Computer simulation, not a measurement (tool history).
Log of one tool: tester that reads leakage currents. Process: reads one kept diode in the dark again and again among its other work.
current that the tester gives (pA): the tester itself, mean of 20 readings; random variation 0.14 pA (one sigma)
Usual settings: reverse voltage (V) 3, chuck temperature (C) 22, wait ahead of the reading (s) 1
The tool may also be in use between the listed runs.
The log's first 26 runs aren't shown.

run,hour,reverse voltage (V),chuck temperature (C),wait ahead of the reading (s),hours of work since the probe card was cleaned,hours of work since the tester was calibrated,hours of work since the chuck was calibrated,current that the tester gives (pA)
27,1301,4.79,26,0.58,191,1972,80,72.86
28,1338.5,3.88,22,2.91,216,1997,105,46.16
29,1396.9,16.28,46,3.5,255,2035,143,575.85
30,1424.5,16.28,46,3.5,273,2054,162,577.66
31,1477.3,16.28,46,3.5,308,2089,197,580.21
32,1538.6,9.56,31,3.61,349,2129,237,138.88
33,1594.6,2.9,22,0.54,386,2166,274,42.74
34,1649.8,15.22,46,4.2,422,2203,311,564.66
35,1706.1,3,25,1,459,2240,348,56.07
36,1753.3,3,25,1.58,490,2271,379,55.76
37,1792.7,10.31,57,0.62,517,2297,405,1175.73

Run 38 comes next. What will it give?
38,1824.1,1.03,22,7.05,537,2318,426,?

{"run 38": {"current that the tester gives (pA)": 30.09}}
Without the tool's hidden state the same run would have given current that the tester gives (pA) 30.35.
